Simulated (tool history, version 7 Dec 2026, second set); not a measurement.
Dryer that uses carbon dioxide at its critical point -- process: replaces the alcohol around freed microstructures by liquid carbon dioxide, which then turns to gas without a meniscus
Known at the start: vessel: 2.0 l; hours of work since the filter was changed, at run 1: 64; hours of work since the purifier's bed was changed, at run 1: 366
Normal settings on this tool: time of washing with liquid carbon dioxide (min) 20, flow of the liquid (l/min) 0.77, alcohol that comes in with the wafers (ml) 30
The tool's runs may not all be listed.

| run | hour | time of washing with liquid carbon dioxide (min) | flow of the liquid (l/min) | alcohol that comes in with the wafers (ml) | hours of work since the filter was changed | hours of work since the purifier's bed was changed | alcohol left in the vessel before it's heated (ppm by volume) |
|---|---|---|---|---|---|---|---|
| 1 | 0 | 20 | 0.77 | 30 | 64 | 366 | 296 |
| 2 | 26.1 | 20 | 0.77 | 30 | 77 | 380 | 307 |
| 3 | 43.1 | 20 | 0.77 | 30 | 86 | 388 | 306 |
| 4 | 70.1 | 20 | 0.77 | 34 | 99 | 402 | 332 |
| 5 | 87.6 | 20 | 0.77 | 34 | 108 | 411 | 325 |
| 6 | 107.3 | 20 | 0.77 | 34 | 118 | 420 | 332 |
| 7 | 122.7 | 20 | 0.77 | 34 | 126 | 428 | 325 |
| 8 | 136.1 | 20 | 0.77 | 34 | 132 | 435 | 341 |
| 9 | 148.5 | 20 | 0.77 | 34 | 139 | 441 | 348 |
| 10 | 161.1 | 20 | 0.77 | 34 | 145 | 448 | 365 |
| 11 | 173.4 | 20 | 0.861 | 29 | 151 | 454 | 298 |
| 12 | 185.7 | 19 | 1.193 | 71 | 157 | 460 | 284 |
| 13 | 199.4 | 13 | 0.77 | 44 | 164 | 467 | 1005 |
| 14 | 220 | 25 | 0.77 | 21 | 174 | 477 | 296 |
| 15 | 241.4 | 15 | 0.838 | 32 | 185 | 488 | 507 |
| 16 | 265.7 | 27 | 0.838 | 27 | 197 | 500 | 313 |
| 17 | 282.3 | 27 | 0.838 | 27 | 206 | 508 | 312 |

Predict the results of run 18:
|  | 296.2 | purifier's bed changed |
| 18 | 296.4 | 27 | 0.838 | 27 | 211 | 0 | ? |

Logged for run 18: alcohol left in the vessel before it's heated (ppm by volume) 18.
On a tool with no hidden condition, and with the same random variation, this run would have come out at alcohol left in the vessel before it's heated (ppm by volume) 15.
